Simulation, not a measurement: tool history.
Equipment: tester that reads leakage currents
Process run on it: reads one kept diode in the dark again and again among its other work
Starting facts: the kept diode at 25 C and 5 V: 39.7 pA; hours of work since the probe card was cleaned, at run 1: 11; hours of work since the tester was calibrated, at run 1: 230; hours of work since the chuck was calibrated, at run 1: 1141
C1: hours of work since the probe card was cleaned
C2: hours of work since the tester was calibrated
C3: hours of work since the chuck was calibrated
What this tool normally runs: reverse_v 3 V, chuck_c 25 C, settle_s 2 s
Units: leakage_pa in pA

Run 1, hour 0: usual settings; C1 11; C2 230; C3 1141. Result: leakage_pa 30.08 pA.
Run 2, hour 84.2: usual settings; C1 75; C2 294; C3 1205. Result: leakage_pa 30.34 pA.
Run 3, hour 173: usual settings; C1 143; C2 362; C3 1272. Result: leakage_pa 30.16 pA.
Run 4, hour 241.8: usual settings but settle_s 2.13 s; C1 195; C2 414; C3 1325. Result: leakage_pa 30.01 pA.
Run 5, hour 319.3: usual settings but settle_s 2.13 s; C1 254; C2 473; C3 1383. Result: leakage_pa 30.27 pA.
Run 6, hour 390.3: usual settings but settle_s 2.13 s; C1 308; C2 527; C3 1437. Result: leakage_pa 30.13 pA.
Run 7, hour 453.4: usual settings but reverse_v 14.12 V, chuck_c 37 C; C1 356; C2 575; C3 1485. Result: leakage_pa 189.51 pA.
Run 8, hour 538.9: usual settings but reverse_v 14.12 V, chuck_c 31 C, settle_s 0.43 s; C1 421; C2 640; C3 1550. Result: leakage_pa 125.09 pA.
Run 9, hour 616.1: usual settings but reverse_v 14.12 V, chuck_c 31 C, settle_s 0.43 s; C1 479; C2 698; C3 1609. Result: leakage_pa 126.5 pA.
Run 10, hour 664.3: usual settings but reverse_v 10.92 V, chuck_c 54 C, settle_s 0.86 s; C1 516; C2 735; C3 1646. Result: leakage_pa 568.42 pA.

Each row is a separate what-if for the run after 10, all from the same tool condition, not one after another. Results?
Run A, hour 755.1: usual settings but reverse_v 7.38 V, chuck_c 26 C, settle_s 0.86 s; C1 585; C2 804; C3 1715. Result: leakage_pa ?.
Run B, hour 755.1: usual settings but reverse_v 1.53 V, chuck_c 54 C, settle_s 0.46 s; C1 585; C2 804; C3 1715. Result: leakage_pa ?.
Run C, hour 755.1: usual settings but reverse_v 2.52 V, chuck_c 54 C, settle_s 0.86 s; C1 585; C2 804; C3 1715. Result: leakage_pa ?.
Run D, hour 755.1: usual settings but reverse_v 3.52 V, settle_s 0.65 s; C1 585; C2 804; C3 1715. Result: leakage_pa ?.
Run E, hour 755.1: usual settings but settle_s 2.53 s; C1 585; C2 804; C3 1715. Result: leakage_pa ?.

run  leakage_pa
  A       56.27
  B      187.71
  C      246.87
  D       33.82
  E       30.02
With no hidden state in the tool, these same runs would have given:
run  leakage_pa
  A       56.36
  B      188.08
  C      247.36
  D       33.89
  E       30.08

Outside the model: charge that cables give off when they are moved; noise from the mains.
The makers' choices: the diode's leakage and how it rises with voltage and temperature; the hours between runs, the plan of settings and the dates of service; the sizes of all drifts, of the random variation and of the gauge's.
